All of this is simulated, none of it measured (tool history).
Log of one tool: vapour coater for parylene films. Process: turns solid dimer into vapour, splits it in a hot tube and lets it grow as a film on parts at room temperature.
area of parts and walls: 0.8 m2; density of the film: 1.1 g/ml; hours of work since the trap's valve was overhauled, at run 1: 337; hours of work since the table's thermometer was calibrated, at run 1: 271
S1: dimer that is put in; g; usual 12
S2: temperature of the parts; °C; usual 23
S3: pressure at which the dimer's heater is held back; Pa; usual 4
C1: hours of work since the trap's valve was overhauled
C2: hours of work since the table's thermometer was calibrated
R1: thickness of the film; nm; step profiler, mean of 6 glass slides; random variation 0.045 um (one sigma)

run	hour	S1	S2	S3	C1	C2	R1
1	0	12	23	4	337	271	10470
2	24.5	12	23	8.99	348	283	8650
3	49.9	12	23	4	360	295	10550
4	75.7	12	23	4	372	307	10490
5	95	11	23	4	381	316	9700
6	118.9	11	23	4	392	327	9530
7	140.7	11	24	4	403	337	9380
8	165.8	11	24	4	414	349	9390
9	186.8	11	24	4	424	359	9360
# hour 193: trap's valve overhauled
10	204.7	11	24	4	6	366	9470
11	228.9	11	24	4	17	377	9400
12	249.9	11	24	4	27	387	9430
# hour 253.4: gauge calibrated
13	261.7	11	24	4	32	392	9280
14	274.5	11	24	7.24	38	398	8010
15	292.9	11	24	7.24	47	407	8100
16	306.6	12	21	2.67	53	413	12570
17	333.1	12	21	2.67	66	426	12630
18	354.2	12	19	3.29	76	436	13000
19	370.3	12	19	3.29	83	443	13050
20	387.2	12	26	7.11	91	451	8230
21	402.3	12	24	2.1	98	458	11890
22	423.6	12	24	2.1	108	468	11860
23	435.8	12	21	9.34	114	474	9360
24	451.7	5	23	4	121	481	4420
25	474.9	9	25	2.21	132	492	8530
26	487.5	6	20	7.54	138	498	5200
27	508.1	12	27	5.8	148	508	8350
28	520.3	12	27	5.8	154	514	8330
29	534.6	11	21	4.23	160	520	10480
30	560.6	14	20	4.23	172	533	14000

5 ways to go on from here, each from the tool as it stands after run 30. What would each give?
A	577	5	19	4	180	540	?
B	577	10	20	4	180	540	?
C	577	12	21	3.37	180	540	?
D	577	11	18	4	180	540	?
E	577	12	23	10.78	180	540	?

run	R1
A	5310
B	10100
C	12130
D	12180
E	8540
Without the tool's hidden state the same runs would have given:
run	R1
A	5160
B	9810
C	11790
D	11840
E	8290
